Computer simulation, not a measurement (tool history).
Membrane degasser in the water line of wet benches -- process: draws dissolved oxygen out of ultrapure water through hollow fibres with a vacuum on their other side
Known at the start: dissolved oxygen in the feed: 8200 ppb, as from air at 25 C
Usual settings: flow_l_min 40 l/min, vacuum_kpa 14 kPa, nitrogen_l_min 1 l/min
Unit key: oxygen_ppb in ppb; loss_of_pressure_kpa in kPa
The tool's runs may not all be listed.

run	hour	flow_l_min	vacuum_kpa	nitrogen_l_min	oxygen_ppb	loss_of_pressure_kpa
1	0	40	14	1	807.1	60.95
2	87.7	40	14	1	804.5	61.2
3	190.5	40	14	1	805.9	61.15
4	296.9	40	14	0.6	1149.7	61.31
5	365.9	40	14	0.6	1148.2	61.26
6	454.2	40	14	1	804.9	61.11
7	546.1	40	14	1	807.7	61.45
8	640.5	40	14	1	805.2	61.58
9	733.8	40	14	1	807.3	61.12
10	801.8	40	14	1	807.2	61.93
11	899.7	40	14	1	806.4	61.46
12	963.2	40	14	0.83	921.7	61.33
13	1058	40	14	1	805	61.4
14	1146.2	40	14	1	806.8	61.56
15	1226.2	61	14	1	1104.2	94.62
16	1323.9	61	14	1.46	850.8	94.48
17	1416.6	61	14	1.46	850.9	94.28
18	1478.4	34	14	2.08	390.8	52.94
19	1543.4	34	14	2.08	389.4	53.08
20	1635.1	40	13.4	1	765.3	62.18
21	1699.3	40	27	1	1604.3	62.9
22	1807.6	40	27	1	1607.7	62.21
23	1890.7	40	27	1	1610.8	62.47
24	1967.2	40	14	1.27	674.4	62.87
25	2063.3	25	26.2	1.39	848.7	39.12
26	2176.7	25	26.2	1.39	850.6	39.28
27	2290.1	25	33	1.39	1067.7	38.28
28	2342.9	41	24.3	1	1479.6	62.87
29	2391.2	34	10.5	0.68	659.3	52.34
30	2439.7	40	14	1	807.1	61.42
31	2528.6	40	18.2	0.44	1841.6	61.11
32	2597.6	40	9	2.9	191.1	61.19

Withheld: 2 entries from between the runs. Position of each, and hidden state at the listed run before versus the listed run after:
Logged between run 25 and run 26: vacuum gauge calibrated (hour 2159.2)
  drift of the gauge itself on loss_of_pressure_kpa, %: 2.15 -> 2.27
  measured value less the no-hidden-state value, loss_of_pressure_kpa: +0.85 -> +0.89 kPa
Logged between run 26 and run 27: gauge calibrated (hour 2249.8)
  drift of the gauge itself on loss_of_pressure_kpa, %: 2.27 -> 0.04
  measured value less the no-hidden-state value, loss_of_pressure_kpa: +0.89 -> +0.04 kPa
